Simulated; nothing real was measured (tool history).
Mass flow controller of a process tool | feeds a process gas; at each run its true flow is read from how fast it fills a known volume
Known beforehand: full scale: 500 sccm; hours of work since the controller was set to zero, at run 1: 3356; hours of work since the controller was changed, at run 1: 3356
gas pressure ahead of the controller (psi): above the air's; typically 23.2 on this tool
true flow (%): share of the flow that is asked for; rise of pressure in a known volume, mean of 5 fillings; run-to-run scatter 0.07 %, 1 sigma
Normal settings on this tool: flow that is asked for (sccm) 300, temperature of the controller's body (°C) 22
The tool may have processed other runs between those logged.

run     day  flow that is asked for (sccm)  gas pressure ahead of the controller (psi)  temperature of the controller's body (°C)  hours of work since the controller was set to zero  hours of work since the controller was changed  true flow (%)
  1       0                            300                                        23.2                                         22                                                3356                                            3356          98.84
  2   5.104                            300                                        23.2                                         22                                                3444                                            3444          98.76
  3   7.333                            300                                        23.2                                         22                                                3482                                            3482          98.75
  4   9.867                            300                                        23.2                                         22                                                3526                                            3526          98.76
  5  14.162                            300                                        23.2                                         22                                                3600                                            3600          98.71
  6  18.058                            300                                        23.2                                         22                                                3667                                            3667          98.49
  7  20.792                            403                                        23.2                                         22                                                3714                                            3714          99.08
  8  25.821                            403                                        23.2                                         22                                                3800                                            3800          99.01
  9  28.883                            403                                        23.2                                         22                                                3853                                            3853          99.03
 10  33.775                            300                                        23.2                                         22                                                3937                                            3937          98.42
 11  36.017                            300                                        23.2                                         22                                                3975                                            3975          98.48
 12  41.079                             72                                        23.2                                         22                                                4062                                            4062          97.28
 13  43.888                            295                                        33.5                                         20                                                4111                                            4111             98
 14    48.8                            196                                        35.8                                         24                                                4195                                            4195          97.85
 15  52.142                             53                                        20.9                                         31                                                4252                                            4252          98.14
 16  56.875                             53                                          37                                         20                                                4334                                            4334          96.65
 17  61.492                            300                                        23.2                                         37                                                4413                                            4413         100.07
 18  66.267                             94                                          21                                         22                                                4495                                            4495          97.23
 19  69.742                             94                                          21                                         22                                                4555                                            4555           97.3

What if the next run were any one of these 3? Each begins from the tool's condition after run 19:
  A  73.475                            255                                        21.2                                         39                                                4619                                            4619              ?
  B  73.475                             94                                        20.7                                         33                                                4619                                            4619              ?
  C  73.475                             63                                        35.4                                         22                                                4619                                            4619              ?

run  true flow (%)
  A          99.85
  B          98.43
  C          96.65
The same runs, with their run-to-run variation unchanged, on a tool lacking any hidden condition would have given:
run  true flow (%)
  A         100.39
  B          98.96
  C          97.18
